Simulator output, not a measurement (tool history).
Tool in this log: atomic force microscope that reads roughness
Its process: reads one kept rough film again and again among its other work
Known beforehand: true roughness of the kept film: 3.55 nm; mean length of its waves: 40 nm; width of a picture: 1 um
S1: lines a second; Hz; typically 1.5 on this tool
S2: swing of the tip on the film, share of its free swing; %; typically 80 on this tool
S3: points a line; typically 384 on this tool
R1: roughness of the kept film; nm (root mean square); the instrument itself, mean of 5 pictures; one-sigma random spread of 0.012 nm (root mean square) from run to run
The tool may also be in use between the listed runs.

run     day    S1  S2   S3     R1
  1       0   1.5  80  384  2.819
  2   0.583   1.5  80  353  2.782
  3   0.946  1.75  80  384  2.681
  4   1.746  1.75  80  384  2.659
  5   2.412  1.75  80  384  2.611
  6   3.238  1.75  80  384  2.614
  7   3.604   1.5  80  384  2.644
  8   4.025   1.5  80  384  2.617
        4.1  -- height scale calibrated on a step standard
  9   4.888  0.57  80  384  2.832
 10   5.567  0.57  80  384  2.788
 11   6.354   1.5  80  419  2.539
 12   6.808  2.06  80  605  2.409
      7.038  -- new tip fitted
      7.446  -- height scale calibrated on a step standard, once more
 13   7.688  1.09  58  605  3.134
 14   8.517  1.09  58  605  3.084
 15   9.229  3.53  77  803  2.381
 16   9.983  2.06  80  384  2.541
 17  10.854  0.52  88  583  2.817
 18  11.683  0.52  88  583  2.773
 19  12.121  0.52  88  583  2.787
 20  12.888  0.55  80  728  2.789
 21  13.288   1.5  71  681  2.688
 22    13.9   1.5  71  681  2.644

Alternative continuations, all from the tool just after run 22; predict every row:
     14.104  -- new tip fitted
  A  14.275   1.5  70  681   ?
     14.104  -- new tip fitted
  B  14.275  0.73  71  681   ?
     14.104  -- new tip fitted
  C  14.275  2.14  77  681   ?
     14.104  -- new tip fitted
  D  14.275  1.15  56  384   ?

run     R1
  A   2.98
  B    3.1
  C  2.732
  D  3.134
Had the tool no hidden state, the same runs would have come out as:
run     R1
  A  2.997
  B  3.117
  C  2.748
  D  3.151
